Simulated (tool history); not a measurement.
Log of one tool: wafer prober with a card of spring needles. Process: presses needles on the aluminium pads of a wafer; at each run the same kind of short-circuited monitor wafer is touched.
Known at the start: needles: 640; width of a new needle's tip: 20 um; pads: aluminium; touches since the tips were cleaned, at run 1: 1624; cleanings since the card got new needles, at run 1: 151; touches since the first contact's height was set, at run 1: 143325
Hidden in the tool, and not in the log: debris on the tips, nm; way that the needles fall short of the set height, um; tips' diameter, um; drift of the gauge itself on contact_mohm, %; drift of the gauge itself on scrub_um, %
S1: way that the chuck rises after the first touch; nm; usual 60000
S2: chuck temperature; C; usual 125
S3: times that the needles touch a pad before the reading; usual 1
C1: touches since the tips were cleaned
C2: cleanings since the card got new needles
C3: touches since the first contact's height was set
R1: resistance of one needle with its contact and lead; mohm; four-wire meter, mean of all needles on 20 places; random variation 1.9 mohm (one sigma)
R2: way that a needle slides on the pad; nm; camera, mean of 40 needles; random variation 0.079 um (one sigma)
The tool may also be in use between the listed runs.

run     day     S1   S2  S3    C1   C2      C3   R1     R2
  1       0  60000  125   1  1624  151  143325  238  10690
      0.254  -- tips cleaned on abrasive film
      0.521  -- height of the first contact set anew
      0.692  -- tips cleaned on abrasive film
      1.112  -- tips cleaned on abrasive film
      1.454  -- tips cleaned on abrasive film
      1.875  -- tips cleaned on abrasive film
  2   2.004  60000  125   1  1254  156   14360  229  11140
      2.258  -- tips cleaned on abrasive film
      2.683  -- tips cleaned on abrasive film
      3.104  -- tips cleaned on abrasive film
      3.529  -- tips cleaned on abrasive film
      3.929  -- tips cleaned on abrasive film
  3   3.929  60000  125   1     0  161   32996  216  10880
      4.271  -- tips cleaned on abrasive film
      4.692  -- tips cleaned on abrasive film
       5.05  -- tips cleaned on abrasive film
  4    5.05  60000  125   1     0  164   43838  218  11110
      5.475  -- tips cleaned on abrasive film
      5.896  -- tips cleaned on abrasive film
      6.321  -- tips cleaned on abrasive film
      6.658  -- tips cleaned on abrasive film
      7.083  -- tips cleaned on abrasive film
      7.583  -- card fitted with new needles
  5   7.733  42000  125   1  1468    0    1468  246   7660
      7.988  -- tips cleaned on abrasive film
      8.408  -- tips cleaned on abrasive film
      8.833  -- tips cleaned on abrasive film
      9.254  -- tips cleaned on abrasive film
      9.638  -- tips cleaned on abrasive film
  6   9.638  60000  125   2     0    5   19906  213  11040
     10.062  -- tips cleaned on abrasive film
       10.4  -- tips cleaned on abrasive film
     10.825  -- tips cleaned on abrasive film
  7  11.042  60000  125   2  2137    8   33509  224  11050
     11.212  -- tips cleaned on abrasive film
     11.638  -- tips cleaned on abrasive film
     12.058  -- tips cleaned on abrasive film
  8  12.333  60000  125   3  2674   11   46011  219  10960
     12.421  -- tips cleaned on abrasive film
     12.758  -- tips cleaned on abrasive film
       13.1  -- tips cleaned on abrasive film
     13.521  -- tips cleaned on abrasive film
     13.946  -- tips cleaned on abrasive film
  9  14.025  60000  125   1   779   16   62352  221  10960
     14.362  -- tips cleaned on abrasive film
     14.704  -- tips cleaned on abrasive film
     15.042  -- tips cleaned on abrasive film
 10  15.283  60000  125   1  2358   19   74539  239  10850
     15.454  -- tips cleaned on abrasive film
     15.792  -- tips cleaned on abrasive film
     16.217  -- tips cleaned on abrasive film
     16.554  -- tips cleaned on abrasive film
     16.979  -- tips cleaned on abrasive film
 11  17.225  60000   64   1  2404   24   93325  230  10750
     17.396  -- tips cleaned on abrasive film
     17.821  -- tips cleaned on abrasive film
     18.242  -- tips cleaned on abrasive film
     18.579  -- tips cleaned on abrasive film
     19.004  -- tips cleaned on abrasive film
     19.425  -- tips cleaned on abrasive film
 12  19.617  60000   64   1  1864   30  116485  225  10750
     19.788  -- tips cleaned on abrasive film
     20.129  -- tips cleaned on abrasive film
      20.55  -- tips cleaned on abrasive film
     20.975  -- tips cleaned on abrasive film
     21.396  -- tips cleaned on abrasive film
 13  21.542  60000   64   1  1422   35  135108  222  10780
     21.796  -- tips cleaned on abrasive film
     22.221  -- tips cleaned on abrasive film
     22.642  -- tips cleaned on abrasive film
 14  22.846  42000   64   1  1970   38  147726  265   7450
     22.942  -- height of the first contact set anew
     23.029  -- tips cleaned on abrasive film
     23.367  -- tips cleaned on abrasive film
     23.792  -- tips cleaned on abrasive film
     24.212  -- tips cleaned on abrasive film
 15  24.346  46000  125   1  1308   42   13594  244   8610
     24.604  -- tips cleaned on abrasive film
     25.025  -- tips cleaned on abrasive film
      25.45  -- tips cleaned on abrasive film
     25.871  -- tips cleaned on abrasive film
     26.296  -- tips cleaned on abrasive film
 16  26.417  46000  125   1  1186   47   33619  243   8430
     26.671  -- tips cleaned on abrasive film
     27.096  -- tips cleaned on abrasive film
     27.433  -- tips cleaned on abrasive film
 17   27.55  51000  125   1  1142   50   44590  243   9310
     27.804  -- tips cleaned on abrasive film
     28.229  -- tips cleaned on abrasive film
      28.65  -- tips cleaned on abrasive film
 18  28.688  51000  125   1   337   53   55574  224   9230
     29.025  -- tips cleaned on abrasive film
      29.45  -- tips cleaned on abrasive film
     29.871  -- tips cleaned on abrasive film
 19  29.979  51000  108   2  1071   56   68111  220   9290
     30.238  -- tips cleaned on abrasive film
     30.658  -- tips cleaned on abrasive film
     31.083  -- tips cleaned on abrasive film
     31.504  -- tips cleaned on abrasive film
 20  31.758  60000  119   2  2495   60   85348  227  10760
      31.85  -- tips cleaned on abrasive film
     32.271  -- tips cleaned on abrasive film
     32.696  -- tips cleaned on abrasive film
     33.117  -- tips cleaned on abrasive film
 21  33.429  68000  104   1  3044   64  101505  235  12270
     33.517  -- tips cleaned on abrasive film
     33.854  -- tips cleaned on abrasive film
     34.279  -- tips cleaned on abrasive film
       34.7  -- tips cleaned on abrasive film
     35.125  -- tips cleaned on abrasive film
     35.546  -- tips cleaned on abrasive film
     35.971  -- tips cleaned on abrasive film
 22  36.021  41000  125   1   491   71  126568  246   7170
     36.358  -- tips cleaned on abrasive film
     36.783  -- tips cleaned on abrasive film
     37.204  -- tips cleaned on abrasive film
     37.629  -- tips cleaned on abrasive film
      38.05  -- tips cleaned on abrasive film
     38.229  -- height of the first contact set anew
 23  38.371  41000  125   1  3024   76    1386  286   7590
     38.462  -- tips cleaned on abrasive film
       38.8  -- tips cleaned on abrasive film
     39.221  -- tips cleaned on abrasive film
     39.646  -- tips cleaned on abrasive film
     39.983  -- tips cleaned on abrasive film
     40.408  -- tips cleaned on abrasive film
 24  40.538  56000   50   1  1255   82   22300  217  10330

Some steps in R1 between neighbouring runs. How much of each would the tool show without its hidden state too (settings, what came in, random variation), and how much is left for the hidden state, with any gauge scatter that isn't in both results?
Run 13 -> 14: S1 60000 -> 42000, tips cleaned on abrasive film, tips cleaned on abrasive film, tips cleaned on abrasive film. R1 +43 mohm: hidden state +37, all else +6.
Run 22 -> 23: tips cleaned on abrasive film, tips cleaned on abrasive film, tips cleaned on abrasive film, tips cleaned on abrasive film, tips cleaned on abrasive film, height of the first contact set anew. R1 +40 mohm: hidden state +43, all else -3.
Run 23 -> 24: S1 41000 -> 56000, S2 125 -> 50, tips cleaned on abrasive film, tips cleaned on abrasive film, tips cleaned on abrasive film, tips cleaned on abrasive film, tips cleaned on abrasive film, tips cleaned on abrasive film. R1 -69 mohm: hidden state -44, all else -25.

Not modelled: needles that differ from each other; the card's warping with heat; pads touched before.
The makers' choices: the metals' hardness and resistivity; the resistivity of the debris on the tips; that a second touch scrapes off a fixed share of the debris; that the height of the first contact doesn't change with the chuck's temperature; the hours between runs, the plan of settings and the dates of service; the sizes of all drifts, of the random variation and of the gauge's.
